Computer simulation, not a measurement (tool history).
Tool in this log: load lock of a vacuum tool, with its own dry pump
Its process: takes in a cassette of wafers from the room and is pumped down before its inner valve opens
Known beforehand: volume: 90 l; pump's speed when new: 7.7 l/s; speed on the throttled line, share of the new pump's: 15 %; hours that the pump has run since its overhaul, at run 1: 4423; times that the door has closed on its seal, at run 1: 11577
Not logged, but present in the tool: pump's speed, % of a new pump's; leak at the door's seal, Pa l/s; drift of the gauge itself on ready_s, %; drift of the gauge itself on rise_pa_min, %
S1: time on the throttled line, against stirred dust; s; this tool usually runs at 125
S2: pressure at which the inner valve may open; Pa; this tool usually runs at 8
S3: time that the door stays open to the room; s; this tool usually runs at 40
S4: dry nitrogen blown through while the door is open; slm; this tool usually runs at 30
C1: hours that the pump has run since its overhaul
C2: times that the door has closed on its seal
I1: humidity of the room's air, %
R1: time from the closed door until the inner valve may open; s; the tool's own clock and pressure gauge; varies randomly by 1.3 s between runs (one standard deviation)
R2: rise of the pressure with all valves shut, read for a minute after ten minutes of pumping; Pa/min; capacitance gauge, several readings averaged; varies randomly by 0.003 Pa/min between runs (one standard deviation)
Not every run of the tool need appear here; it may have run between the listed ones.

run	hour	S1	S2	S3	S4	C1	C2	I1	R1	R2
1	0.0	125	8	40	30	4423	11577	44.4	222.5	0.063
2	126.8	125	8	40	30	4550	12082	46.4	222.8	0.070
3	276.8	125	8	40	30	4700	12679	45.3	224.1	0.068
4	393.4	125	8	40	30	4816	13143	47.2	224.3	0.072
5	586.3	125	8	40	30	5009	13911	44.6	223.0	0.075
6	821.2	125	8	40	30	5244	14846	49.9	224.6	0.084
7	1028.2	125	8	40	30	5451	15670	43.6	223.7	0.088
8	1264.4	125	8	40	30	5687	16610	49.3	223.9	0.098
9	1405.8	125	8	40	30	5829	17173	45.6	226.3	0.093
10	1610.9	82	8	113	30	6034	17989	43.8	188.9	0.110
11	1872.8	82	8	113	30	6296	19031	46.1	188.0	0.118
12	2024.2	121	12	218	42	6447	19634	47.7	219.1	0.136
13	2239.2	121	12	218	42	6662	20490	49.4	219.5	0.137
14	2440.6	121	12	218	42	6864	21291	45.8	219.5	0.146
15	2572.9	121	12	218	42	6996	21818	44.1	219.6	0.148
16	2768.0	121	12	86	4	7191	22594	45.3	219.3	0.173
17	3002.6	121	12	86	8	7426	23528	45.0	217.6	0.169
18	3231.3	175	12	84	8	7654	24438	43.2	265.8	0.176

Pick out some run-to-run changes in R1. Of each, how much would a tool without hidden state show as well, from the settings, what came in and chance, and how much is left for the hidden state and any gauge scatter not in both results compared?
Run 9 -> 10: S1 125 -> 82, S3 40 -> 113. R1 -37.4 s: hidden state +0.8, all else -38.2.
Run 17 -> 18: S1 121 -> 175, S3 86 -> 84. R1 +48.2 s: hidden state -0.4, all else +48.6.
